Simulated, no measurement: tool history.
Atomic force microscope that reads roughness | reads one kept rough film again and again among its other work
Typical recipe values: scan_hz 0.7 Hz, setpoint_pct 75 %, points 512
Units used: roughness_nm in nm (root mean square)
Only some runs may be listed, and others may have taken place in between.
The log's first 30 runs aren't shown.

run	day	scan_hz	setpoint_pct	points	pictures with this tip	hours of work since the height scale was calibrated	roughness_nm
31	31.346	0.61	83	360	87	778	3.295
# day 31.742: new tip fitted
32	32.854	3.463	83	545	30	793	2.96
33	33.946	3.463	83	545	59	804	2.785
34	35.267	0.7	88	512	95	817	3.213
# day 35.4: new tip fitted
35	36.725	0.633	67	512	36	832	3.792
36	37.975	0.763	76	512	70	844	3.484
37	38.867	2.407	87	512	94	853	2.715
# day 39.008: new tip fitted
38	39.754	0.7	75	335	20	862	3.817

Predict each of these 4 candidate next runs independently; none follows another, all start after run 38:
A	40.667	0.7	86	285	45	871	?
B	40.667	1.789	65	266	45	871	?
C	40.667	3.275	75	512	45	871	?
D	40.667	0.7	75	992	45	871	?

run	roughness_nm
A	3.482
B	3.547
C	3.154
D	3.66
With no hidden state in the tool, these same runs would have given:
run	roughness_nm
A	3.758
B	3.827
C	3.403
D	3.95

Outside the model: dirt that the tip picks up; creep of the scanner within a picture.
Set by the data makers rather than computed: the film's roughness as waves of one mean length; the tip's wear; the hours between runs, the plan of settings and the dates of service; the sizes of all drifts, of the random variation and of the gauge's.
